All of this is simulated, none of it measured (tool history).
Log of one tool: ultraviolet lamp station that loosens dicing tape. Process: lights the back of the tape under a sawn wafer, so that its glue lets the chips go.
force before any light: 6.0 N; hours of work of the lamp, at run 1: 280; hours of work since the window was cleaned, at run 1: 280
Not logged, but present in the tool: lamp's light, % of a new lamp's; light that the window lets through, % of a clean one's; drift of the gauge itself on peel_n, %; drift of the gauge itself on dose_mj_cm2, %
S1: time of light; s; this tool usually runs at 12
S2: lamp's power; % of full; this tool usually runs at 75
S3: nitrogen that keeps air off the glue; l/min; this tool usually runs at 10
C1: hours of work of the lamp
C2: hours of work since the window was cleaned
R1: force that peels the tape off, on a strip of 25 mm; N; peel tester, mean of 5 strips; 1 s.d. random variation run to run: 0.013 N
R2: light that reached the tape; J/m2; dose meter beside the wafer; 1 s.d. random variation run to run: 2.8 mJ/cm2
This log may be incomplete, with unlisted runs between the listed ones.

run 1 hour=0 | S1=12 S2=75 S3=10 | C1=280 C2=280 | R1=0.606 R2=4080
run 2 hour=12.6 | S1=12 S2=75 S3=10 | C1=287 C2=287 | R1=0.593 R2=4060
run 3 hour=19.5 | S1=10 S2=75 S3=10 | C1=291 C2=291 | R1=0.877 R2=3360
run 4 hour=31.1 | S1=12 S2=63 S3=10 | C1=297 C2=297 | R1=0.832 R2=3390
-- hour=35.8 window cleaned of glue's vapour
run 5 hour=38.5 | S1=12 S2=63 S3=10 | C1=301 C2=2 | R1=0.812 R2=3390
run 6 hour=48.2 | S1=12 S2=63 S3=10 | C1=306 C2=7 | R1=0.848 R2=3450
run 7 hour=55.9 | S1=12 S2=63 S3=10 | C1=311 C2=11 | R1=0.885 R2=3350
run 8 hour=66.1 | S1=12 S2=86 S3=10 | C1=316 C2=17 | R1=0.449 R2=4640
run 9 hour=79.2 | S1=12 S2=86 S3=10 | C1=323 C2=24 | R1=0.466 R2=4610
run 10 hour=91.4 | S1=12 S2=75 S3=10 | C1=330 C2=31 | R1=0.603 R2=4050
run 11 hour=102.8 | S1=12 S2=75 S3=10 | C1=337 C2=37 | R1=0.579 R2=4110
run 12 hour=112.8 | S1=8 S2=75 S3=10 | C1=342 C2=43 | R1=1.189 R2=2740
run 13 hour=122.6 | S1=12 S2=75 S3=10 | C1=348 C2=48 | R1=0.61 R2=4020
run 14 hour=134.1 | S1=12 S2=75 S3=10 | C1=354 C2=55 | R1=0.591 R2=4050
run 15 hour=143.7 | S1=12 S2=75 S3=11 | C1=359 C2=60 | R1=0.536 R2=4060
run 16 hour=149.6 | S1=12 S2=75 S3=11 | C1=363 C2=63 | R1=0.564 R2=4030
run 17 hour=156.4 | S1=12 S2=75 S3=11 | C1=366 C2=67 | R1=0.543 R2=4010
run 18 hour=169.8 | S1=12 S2=75 S3=10 | C1=374 C2=74 | R1=0.589 R2=4000
run 19 hour=183.4 | S1=12 S2=75 S3=10 | C1=381 C2=82 | R1=0.592 R2=4080
run 20 hour=190.9 | S1=12 S2=68 S3=10 | C1=385 C2=86 | R1=0.701 R2=3690
run 21 hour=199.2 | S1=10 S2=75 S3=10 | C1=390 C2=91 | R1=0.838 R2=3370
run 22 hour=207.5 | S1=20 S2=99 S3=10 | C1=395 C2=95 | R1=0.164 R2=8860
run 23 hour=217.6 | S1=20 S2=99 S3=10 | C1=400 C2=101 | R1=0.181 R2=8890
run 24 hour=229.1 | S1=20 S2=99 S3=10 | C1=407 C2=107 | R1=0.171 R2=8900
run 25 hour=240 | S1=14 S2=75 S3=9 | C1=413 C2=113 | R1=0.503 R2=4670
run 26 hour=253.7 | S1=6 S2=60 S3=8 | C1=420 C2=121 | R1=2.394 R2=1640
run 27 hour=260.4 | S1=13 S2=93 S3=5 | C1=424 C2=125 | R1=0.641 R2=5400
run 28 hour=272.6 | S1=13 S2=65 S3=5 | C1=431 C2=131 | R1=1.154 R2=3820
run 29 hour=285.5 | S1=21 S2=61 S3=10 | C1=438 C2=139 | R1=0.317 R2=5730
run 30 hour=294.5 | S1=11 S2=61 S3=10 | C1=443 C2=144 | R1=1.001 R2=3020
run 31 hour=305.3 | S1=11 S2=61 S3=10 | C1=449 C2=150 | R1=1.028 R2=3030
run 32 hour=312.2 | S1=11 S2=90 S3=15 | C1=453 C2=153 | R1=0.366 R2=4470
run 33 hour=322.2 | S1=9 S2=75 S3=15 | C1=458 C2=159 | R1=0.756 R2=3040
run 34 hour=327.9 | S1=12 S2=75 S3=9 | C1=461 C2=162 | R1=0.688 R2=4050
run 35 hour=336.1 | S1=11 S2=62 S3=13 | C1=466 C2=167 | R1=0.846 R2=3060
run 36 hour=342.1 | S1=12 S2=85 S3=9 | C1=469 C2=170 | R1=0.491 R2=4550
run 37 hour=354.5 | S1=20 S2=65 S3=10 | C1=476 C2=177 | R1=0.284 R2=5900
run 38 hour=362.3 | S1=6 S2=84 S3=10 | C1=480 C2=181 | R1=1.536 R2=2260
run 39 hour=373.3 | S1=6 S2=84 S3=10 | C1=487 C2=187 | R1=1.563 R2=2260
run 40 hour=381.8 | S1=6 S2=84 S3=10 | C1=491 C2=192 | R1=1.537 R2=2290
run 41 hour=393.6 | S1=12 S2=75 S3=12 | C1=498 C2=198 | R1=0.518 R2=4090
run 42 hour=399.5 | S1=20 S2=75 S3=8 | C1=501 C2=202 | R1=0.267 R2=6680

What if the next run were any one of these 3? Each begins from the tool's condition after run 42:
run A hour=405.8 | S1=16 S2=75 S3=8 | C1=505 C2=205 | R1=? R2=?
run B hour=405.8 | S1=18 S2=87 S3=8 | C1=505 C2=205 | R1=? R2=?
run C hour=405.8 | S1=20 S2=75 S3=4 | C1=505 C2=205 | R1=? R2=?

run=A R1=0.402 R2=5440
run=B R1=0.251 R2=6930
run=C R1=0.489 R2=6740
The same runs, with their run-to-run variation unchanged, on a tool lacking any hidden condition would have given:
run=A R1=0.399 R2=5460
run=B R1=0.25 R2=6950
run=C R1=0.485 R2=6770
